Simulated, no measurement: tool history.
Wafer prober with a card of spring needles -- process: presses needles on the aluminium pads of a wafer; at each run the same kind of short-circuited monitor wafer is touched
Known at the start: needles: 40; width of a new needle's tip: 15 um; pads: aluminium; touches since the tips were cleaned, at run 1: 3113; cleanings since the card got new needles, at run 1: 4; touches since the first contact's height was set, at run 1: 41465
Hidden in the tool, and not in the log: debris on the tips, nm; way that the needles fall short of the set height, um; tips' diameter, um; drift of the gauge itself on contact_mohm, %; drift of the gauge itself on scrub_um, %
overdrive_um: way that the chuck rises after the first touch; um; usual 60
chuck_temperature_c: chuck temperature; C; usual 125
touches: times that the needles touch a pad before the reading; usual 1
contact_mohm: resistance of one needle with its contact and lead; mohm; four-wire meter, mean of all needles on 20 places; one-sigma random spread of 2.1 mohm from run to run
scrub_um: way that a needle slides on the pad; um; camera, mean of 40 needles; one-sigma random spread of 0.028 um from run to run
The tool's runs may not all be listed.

| run | day | overdrive_um | chuck_temperature_c | touches | touches since the tips were cleaned | cleanings since the card got new needles | touches since the first contact's height was set | contact_mohm | scrub_um |
|---|---|---|---|---|---|---|---|---|---|
| 1 | 0 | 60 | 125 | 1 | 3113 | 4 | 41465 | 231 | 14.16 |
| 2 | 0.204 | 60 | 125 | 1 | 5329 | 4 | 43681 | 230 | 14.17 |
|  | 0.521 | tips cleaned on abrasive film |
| 3 | 0.579 | 60 | 125 | 1 | 620 | 5 | 47718 | 231 | 14.22 |
| 4 | 0.796 | 60 | 125 | 3 | 2953 | 5 | 50051 | 234 | 14.19 |
| 5 | 0.958 | 60 | 125 | 3 | 4712 | 5 | 51810 | 232 | 14.18 |
| 6 | 1.254 | 60 | 101 | 1 | 7954 | 5 | 55052 | 229 | 14.2 |
|  | 1.317 | tips cleaned on abrasive film |
| 7 | 1.567 | 60 | 125 | 1 | 2698 | 6 | 58402 | 232 | 14.24 |
| 8 | 1.833 | 60 | 125 | 1 | 5591 | 6 | 61295 | 230 | 14.23 |
| 9 | 2.092 | 60 | 125 | 1 | 8412 | 6 | 64116 | 232 | 14.2 |
|  | 2.129 | tips cleaned on abrasive film |
| 10 | 2.317 | 60 | 125 | 2 | 2024 | 7 | 66486 | 235 | 14.25 |
| 11 | 2.6 | 75 | 125 | 1 | 5108 | 7 | 69570 | 225 | 17.79 |

The next listed run, before its measurement:
|  | 2.921 | tips cleaned on abrasive film |
| 12 | 2.921 | 75 | 125 | 1 | 0 | 8 | 73002 | ? | ? |

Run 12 gave contact_mohm 230 mohm, scrub_um 17.85 um.
With the hidden condition absent and the run-to-run variation left alone, this run would have shown contact_mohm 230 mohm, scrub_um 17.76 um.
